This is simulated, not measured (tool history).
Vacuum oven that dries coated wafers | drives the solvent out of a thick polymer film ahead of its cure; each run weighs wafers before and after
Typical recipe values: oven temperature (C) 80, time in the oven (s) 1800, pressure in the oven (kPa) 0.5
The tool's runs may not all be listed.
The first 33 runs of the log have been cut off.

run,hour,oven temperature (C),time in the oven (s),pressure in the oven (kPa),solvent left in the film (%)
34,1908.7,80,1800,0.706,2.87
35,1965.8,85,1740,1.048,1.73
36,2020.6,80,1440,0.5,3.69
37,2052.4,80,1440,0.5,3.75
38,2085.8,87,2760,1.022,0.65
39,2136.4,87,2760,1.022,0.7
40,2171.2,93,2760,1.022,0.32
# hour 2185.9: oven's thermocouples calibrated
41,2223.6,93,960,1.022,1.54
42,2271.3,93,1380,1.022,0.77
43,2337.6,88,2220,1.228,0.75
44,2382.8,89,1560,0.264,0.86
45,2423.9,89,1560,0.264,0.85
46,2467.5,89,1560,0.264,0.89
47,2504.7,89,1560,0.264,0.85

Branching from run 47: 4 alternative next runs. What would each branch give?
A,2535.8,69,2220,1.738,?
B,2535.8,89,1080,0.677,?
C,2535.8,89,960,1.423,?
D,2535.8,67,1560,0.28,?

run,solvent left in the film (%)
A,6.04
B,1.98
C,2.63
D,7.56
Take away the tool's hidden state, keep each run's random variation, and the runs would have read:
run,solvent left in the film (%)
A,5.93
B,1.91
C,2.57
D,7.46

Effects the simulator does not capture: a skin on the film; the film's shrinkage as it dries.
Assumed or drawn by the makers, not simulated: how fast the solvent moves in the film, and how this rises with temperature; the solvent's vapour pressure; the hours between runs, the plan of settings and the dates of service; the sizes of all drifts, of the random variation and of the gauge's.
